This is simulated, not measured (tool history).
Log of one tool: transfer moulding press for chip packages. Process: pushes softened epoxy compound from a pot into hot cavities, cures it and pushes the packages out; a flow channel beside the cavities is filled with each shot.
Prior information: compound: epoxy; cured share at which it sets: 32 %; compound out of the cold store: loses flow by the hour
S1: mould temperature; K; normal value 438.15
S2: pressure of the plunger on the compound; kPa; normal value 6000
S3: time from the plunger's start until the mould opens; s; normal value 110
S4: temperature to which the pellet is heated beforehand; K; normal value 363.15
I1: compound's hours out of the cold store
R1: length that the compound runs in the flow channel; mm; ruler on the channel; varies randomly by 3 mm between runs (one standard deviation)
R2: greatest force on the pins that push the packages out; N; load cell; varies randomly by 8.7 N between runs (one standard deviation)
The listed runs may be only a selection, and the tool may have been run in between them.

run,day,S1,S2,S3,S4,I1,R1,R2
1,0,438.15,6000,110,363.15,37,776,367
2,3.817,438.15,6000,109,363.15,29.5,803,641
# day 4.988: cavities cleaned with cleaning compound and waxed
3,6.8,438.15,6000,110,363.15,11.4,877,540
4,8.425,438.15,6000,110,363.15,8.3,892,632
# day 9.983: cavities cleaned with cleaning compound and waxed
5,11.988,438.15,6000,110,363.15,38,741,518
# day 14.967: cavities cleaned with cleaning compound and waxed
6,15.612,438.15,6000,140,363.15,28.6,779,389
# day 15.875: plunger's sealing rings changed
7,18.871,438.15,6000,123,363.15,32.9,786,614
# day 19.438: mould's thermocouples calibrated
# day 20.096: cavities cleaned with cleaning compound and waxed
8,22.367,438.15,6000,123,363.15,43.8,731,533
9,23.958,438.15,6000,123,363.15,11,875,596
# day 25.108: cavities cleaned with cleaning compound and waxed
10,25.879,438.15,6000,110,363.15,20.7,824,459
11,28.162,438.15,6000,110,353.15,32.1,763,590
# day 30.012: cavities cleaned with cleaning compound and waxed
12,30.283,438.15,6000,110,363.15,38.1,739,392
# day 31.879: plunger's sealing rings changed
13,33.467,438.15,6000,110,354.15,28,807,639
# day 35.146: cavities cleaned with cleaning compound and waxed
14,35.283,442.15,5550,107,365.15,36.2,728,361
15,38.904,438.15,5780,133,361.15,8.8,876,592
# day 39.846: mould's thermocouples calibrated, once more
# day 40.154: cavities cleaned with cleaning compound and waxed
16,41.454,445.15,5590,126,360.15,12.1,815,450
17,44.604,432.15,6190,110,358.15,30.1,817,943
# day 45.079: cavities cleaned with cleaning compound and waxed
18,47.567,444.15,6000,110,363.15,16.9,809,558
# day 47.925: plunger's sealing rings changed
# day 50.262: cavities cleaned with cleaning compound and waxed
19,50.504,436.15,5050,99,361.15,35.9,717,520
20,53.012,437.15,6350,99,361.15,27.5,837,716
# day 55.338: cavities cleaned with cleaning compound and waxed
21,55.383,437.15,6350,99,361.15,43.9,758,437
22,59.121,437.15,6350,99,361.15,33.5,795,797
# day 60.342: cavities cleaned with cleaning compound and waxed
23,62.867,437.15,6350,99,361.15,22.3,836,735
# day 63.829: plunger's sealing rings changed
# day 65.538: cavities cleaned with cleaning compound and waxed
24,65.538,440.15,6000,102,363.15,13.5,871,403
25,68.35,440.15,6000,102,363.15,22.9,826,629

Results for each run, recomputed without the tool's hidden state and with each run's random variation untouched:
The tool's hidden condition here consists of: true mould temperature over the reading, C; pressure that reaches the compound, % of what is set; grip of the stained cavities, % over clean ones'; drift of the gauge itself on flow_mm, %; drift of the gauge itself on push_out_n, %.
run,R1,R2
1,782,375
2,818,384
3,902,396
4,921,389
5,773,386
6,822,334
7,800,366
8,752,366
9,904,356
10,856,399
11,798,383
12,778,389
13,819,413
14,742,355
15,903,351
16,837,337
17,847,522
18,846,365
19,725,491
20,852,468
21,777,437
22,824,470
23,876,494
24,879,407
25,840,405

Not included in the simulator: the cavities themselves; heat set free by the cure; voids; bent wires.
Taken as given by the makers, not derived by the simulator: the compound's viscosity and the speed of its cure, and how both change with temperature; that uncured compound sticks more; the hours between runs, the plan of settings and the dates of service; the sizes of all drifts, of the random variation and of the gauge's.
